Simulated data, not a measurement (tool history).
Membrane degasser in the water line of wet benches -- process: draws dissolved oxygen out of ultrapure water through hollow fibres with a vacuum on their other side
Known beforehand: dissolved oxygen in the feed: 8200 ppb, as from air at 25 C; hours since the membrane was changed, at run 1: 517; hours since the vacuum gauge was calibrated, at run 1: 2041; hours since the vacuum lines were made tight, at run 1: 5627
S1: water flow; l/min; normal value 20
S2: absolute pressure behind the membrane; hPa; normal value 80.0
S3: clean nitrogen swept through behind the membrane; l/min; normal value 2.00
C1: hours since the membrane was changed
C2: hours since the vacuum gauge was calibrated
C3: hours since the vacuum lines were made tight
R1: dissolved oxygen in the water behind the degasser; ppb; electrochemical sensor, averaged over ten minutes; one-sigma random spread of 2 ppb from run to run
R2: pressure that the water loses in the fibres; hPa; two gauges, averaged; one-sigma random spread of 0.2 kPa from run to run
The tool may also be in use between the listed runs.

Run 1, hour 0.0: usual settings; C1 517; C2 2041; C3 5627. Result: R1 199.2 ppb, R2 448.0 hPa.
Run 2, hour 27.4: usual settings; C1 544; C2 2069; C3 5655. Result: R1 196.0 ppb, R2 441.3 hPa.
Run 3, hour 67.5: usual settings; C1 584; C2 2109; C3 5695. Result: R1 197.0 ppb, R2 444.0 hPa.
Run 4, hour 109.5: usual settings; C1 626; C2 2151; C3 5737. Result: R1 199.3 ppb, R2 442.5 hPa.
Run 5, hour 137.0: usual settings but S3 1.38 l/min; C1 654; C2 2178; C3 5764. Result: R1 243.0 ppb, R2 448.4 hPa.
Run 6, hour 160.8: usual settings but S3 0.95 l/min; C1 677; C2 2202; C3 5788. Result: R1 310.6 ppb, R2 444.2 hPa.
Run 7, hour 190.8: usual settings but S3 0.95 l/min; C1 707; C2 2232; C3 5818. Result: R1 305.5 ppb, R2 448.3 hPa.
Run 8, hour 232.6: usual settings but S3 3.15 l/min; C1 749; C2 2274; C3 5860. Result: R1 160.6 ppb, R2 446.1 hPa.
Run 9, hour 271.6: usual settings but S3 3.15 l/min; C1 788; C2 2313; C3 5899. Result: R1 160.6 ppb, R2 445.2 hPa.
Run 10, hour 319.1: usual settings but S1 18 l/min; C1 836; C2 2360; C3 5946. Result: R1 160.7 ppb, R2 400.6 hPa.
Run 11, hour 368.5: usual settings but S1 18 l/min; C1 885; C2 2410; C3 5996. Result: R1 162.9 ppb, R2 399.6 hPa.
Run 12, hour 392.0: usual settings but S1 18 l/min; C1 909; C2 2433; C3 6019. Result: R1 162.5 ppb, R2 400.1 hPa.
Run 13, hour 415.3: usual settings; C1 932; C2 2456; C3 6043. Result: R1 197.9 ppb, R2 446.5 hPa.
Run 14, hour 440.3: usual settings; C1 957; C2 2482; C3 6068. Result: R1 202.2 ppb, R2 443.6 hPa.
Run 15, hour 462.4: usual settings but S2 169.0 hPa; C1 979; C2 2504; C3 6090. Result: R1 401.9 ppb, R2 442.3 hPa.
Run 16, hour 493.3: usual settings; C1 1010; C2 2534; C3 6121. Result: R1 200.2 ppb, R2 445.3 hPa.
Run 17, hour 529.0: usual settings but S1 22 l/min, S2 48.0 hPa, S3 1.87 l/min; C1 1046; C2 2570; C3 6156. Result: R1 172.7 ppb, R2 490.9 hPa.
Run 18, hour 571.7: usual settings but S1 19 l/min, S3 1.13 l/min; C1 1088; C2 2613; C3 6199. Result: R1 260.0 ppb, R2 424.6 hPa.
Run 19, hour 608.6: usual settings but S1 19 l/min, S3 1.13 l/min; C1 1125; C2 2650; C3 6236. Result: R1 250.4 ppb, R2 423.4 hPa.
Run 20, hour 649.6: usual settings but S1 13 l/min, S2 49.7 hPa, S3 2.16 l/min; C1 1166; C2 2691; C3 6277. Result: R1 39.3 ppb, R2 290.5 hPa.
Run 21, hour 695.0: usual settings but S1 13 l/min, S2 49.7 hPa, S3 2.16 l/min; C1 1212; C2 2736; C3 6322. Result: R1 40.4 ppb, R2 293.0 hPa.
Run 22, hour 740.4: usual settings but S1 22 l/min, S2 49.7 hPa, S3 1.77 l/min; C1 1257; C2 2782; C3 6368. Result: R1 175.1 ppb, R2 489.2 hPa.
Run 23, hour 791.3: usual settings but S1 26 l/min, S2 91.6 hPa, S3 1.77 l/min; C1 1308; C2 2832; C3 6419. Result: R1 411.6 ppb, R2 581.5 hPa.
Run 24, hour 840.4: usual settings but S1 22 l/min, S3 3.74 l/min; C1 1357; C2 2882; C3 6468. Result: R1 191.4 ppb, R2 492.6 hPa.
Run 25, hour 864.1: usual settings but S1 13 l/min, S3 1.35 l/min; C1 1381; C2 2905; C3 6491. Result: R1 121.4 ppb, R2 291.0 hPa.
Run 26, hour 911.2: usual settings but S1 28 l/min; C1 1428; C2 2952; C3 6539. Result: R1 426.6 ppb, R2 624.6 hPa.
Run 27, hour 956.7: usual settings but S1 31 l/min, S2 60.5 hPa, S3 1.30 l/min; C1 1473; C2 2998; C3 6584. Result: R1 501.8 ppb, R2 692.3 hPa.
Run 28, hour 987.9: usual settings but S1 31 l/min, S2 60.5 hPa, S3 1.30 l/min; C1 1504; C2 3029; C3 6615. Result: R1 507.0 ppb, R2 694.4 hPa.
Run 29, hour 1023.4: usual settings but S1 13 l/min, S2 128.7 hPa, S3 2.39 l/min; C1 1540; C2 3065; C3 6651. Result: R1 144.0 ppb, R2 291.3 hPa.
Run 30, hour 1074.0: usual settings but S1 13 l/min, S2 57.3 hPa, S3 5.82 l/min; C1 1591; C2 3115; C3 6701. Result: R1 27.1 ppb, R2 290.5 hPa.
Run 31, hour 1101.9: usual settings but S1 13 l/min, S2 104.3 hPa, S3 4.38 l/min; C1 1618; C2 3143; C3 6729. Result: R1 67.6 ppb, R2 292.1 hPa.

Forecast each of these 3 alternatives for the next run:
Run A, hour 1154.3: usual settings but S1 15 l/min; C1 1671; C2 3195; C3 6782. Result: R1 ?, R2 ?.
Run B, hour 1154.3: usual settings but S1 13 l/min, S2 68.6 hPa, S3 0.93 l/min; C1 1671; C2 3195; C3 6782. Result: R1 ?, R2 ?.
Run C, hour 1154.3: usual settings but S2 77.7 hPa, S3 1.34 l/min; C1 1671; C2 3195; C3 6782. Result: R1 ?, R2 ?.

run     R1     R2
  A  114.0  333.5
  B  134.7  290.5
  C  240.7  444.0
Stripped of hidden state, with their random variation kept, the same runs would have yielded:
run     R1     R2
  A  109.2  330.4
  B  128.5  287.8
  C  232.0  439.8
